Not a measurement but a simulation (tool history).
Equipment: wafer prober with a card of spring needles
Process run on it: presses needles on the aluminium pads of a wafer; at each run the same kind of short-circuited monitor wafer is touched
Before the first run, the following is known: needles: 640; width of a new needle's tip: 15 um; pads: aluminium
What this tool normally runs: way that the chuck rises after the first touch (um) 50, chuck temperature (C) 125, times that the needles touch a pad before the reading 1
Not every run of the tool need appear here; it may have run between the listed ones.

run,hour,way that the chuck rises after the first touch (um),chuck temperature (C),times that the needles touch a pad before the reading,resistance of one needle with its contact and lead (mohm),way that a needle slides on the pad (um)
1,0,50,125,1,193,6.13
2,15.2,50,61,1,182,6.13
# hour 22.3: tips cleaned on abrasive film
3,26.2,52,61,1,183,6.34
4,34.7,52,61,1,182,6.34
5,43.4,52,55,1,179,6.36
# hour 44.5: tips cleaned on abrasive film
6,59.2,52,55,1,182,6.38
# hour 66.6: tips cleaned on abrasive film
7,68.5,52,55,2,180,6.35
8,75.3,50,106,1,192,6.17
# hour 89: tips cleaned on abrasive film
9,91.1,50,106,1,192,6.14
10,100.2,50,48,1,178,6.12
# hour 111: tips cleaned on abrasive film
11,113.7,50,125,1,195,6.12
12,125.8,50,67,1,183,6.15
# hour 133.3: tips cleaned on abrasive film
13,141.3,50,125,1,196,6.12
14,147.8,50,125,1,194,6.12
15,154.9,50,125,1,193,6.13
# hour 155.8: tips cleaned on abrasive film
16,169.3,50,125,1,196,6.14
# hour 178: tips cleaned on abrasive film
17,178.7,50,125,3,195,6.12
18,194.1,46,125,1,193,5.61
# hour 200.4: tips cleaned on abrasive film
19,203.7,50,36,1,177,6.15
20,215.8,53,88,3,190,6.49
# hour 222.9: tips cleaned on abrasive film
21,227.6,39,72,1,188,4.78
22,236,50,31,2,175,6.12
23,243,44,37,2,180,5.38
# hour 244.9: tips cleaned on abrasive film
24,253.5,69,115,1,192,8.44
# hour 267.3: tips cleaned on abrasive film
25,267.3,69,115,1,189,8.47
26,276.1,69,115,1,190,8.44
27,284.9,70,45,1,174,8.58
# hour 289.5: tips cleaned on abrasive film
28,294.3,43,125,1,199,5.28
29,305.6,43,77,1,188,5.27
# hour 312.1: tips cleaned on abrasive film
30,312.2,44,96,2,192,5.38
31,321.6,50,124,1,192,6.18
# hour 334.4: tips cleaned on abrasive film
32,337.3,57,51,1,178,7.02
33,345.1,50,120,2,197,6.11
# hour 356.5: tips cleaned on abrasive film
34,357.6,50,120,2,195,6.15

Predict each of these 4 candidate next runs independently; none follows another, all start after run 34:
A,365,61,84,1,?,?
B,365,31,39,2,?,?
C,365,69,112,2,?,?
D,365,57,54,2,?,?

run,resistance of one needle with its contact and lead (mohm),way that a needle slides on the pad (um)
A,184,7.47
B,185,3.76
C,186,8.44
D,178,6.96
With the hidden condition removed and each run's random variation left untouched, the same runs would have given:
run,resistance of one needle with its contact and lead (mohm),way that a needle slides on the pad (um)
A,184,7.47
B,185,3.76
C,186,8.44
D,178,6.96
